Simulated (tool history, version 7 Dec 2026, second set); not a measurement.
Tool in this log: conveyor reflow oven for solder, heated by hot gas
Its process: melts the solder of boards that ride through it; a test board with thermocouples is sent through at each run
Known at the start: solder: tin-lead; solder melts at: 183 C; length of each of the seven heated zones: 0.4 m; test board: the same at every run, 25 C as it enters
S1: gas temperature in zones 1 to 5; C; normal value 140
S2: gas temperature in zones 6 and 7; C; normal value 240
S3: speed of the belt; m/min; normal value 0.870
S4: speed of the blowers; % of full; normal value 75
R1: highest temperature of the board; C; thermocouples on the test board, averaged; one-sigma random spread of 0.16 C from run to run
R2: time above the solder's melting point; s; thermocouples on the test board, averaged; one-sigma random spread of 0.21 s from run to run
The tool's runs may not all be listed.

run,hour,S1,S2,S3,S4,R1,R2
1,0.0,140,240,0.870,75,223.3,45.6
2,11.5,140,240,0.870,75,223.5,44.9
3,30.3,140,240,0.870,75,223.3,45.5
4,41.4,140,240,0.870,56,218.9,42.7
5,56.2,140,240,0.870,56,219.2,42.3
6,70.2,140,240,0.870,56,219.0,42.7
7,82.8,140,240,0.870,56,218.8,42.2
8,101.4,140,240,0.870,56,218.8,43.0
9,112.9,140,240,0.870,56,218.7,42.4
10,131.4,140,240,0.870,56,218.5,42.4
11,141.5,140,240,0.870,75,223.1,44.8
12,164.4,140,240,0.870,75,222.9,44.5
13,188.7,128,240,0.921,75,218.7,37.5

Predict the results of run 14:
14,201.8,139,231,0.798,61,?,?

R1: 215.1 C
R2: 44.3 s
The same run, on a tool lacking any hidden state, would have yielded R1 216.0 C, R2 44.7 s.
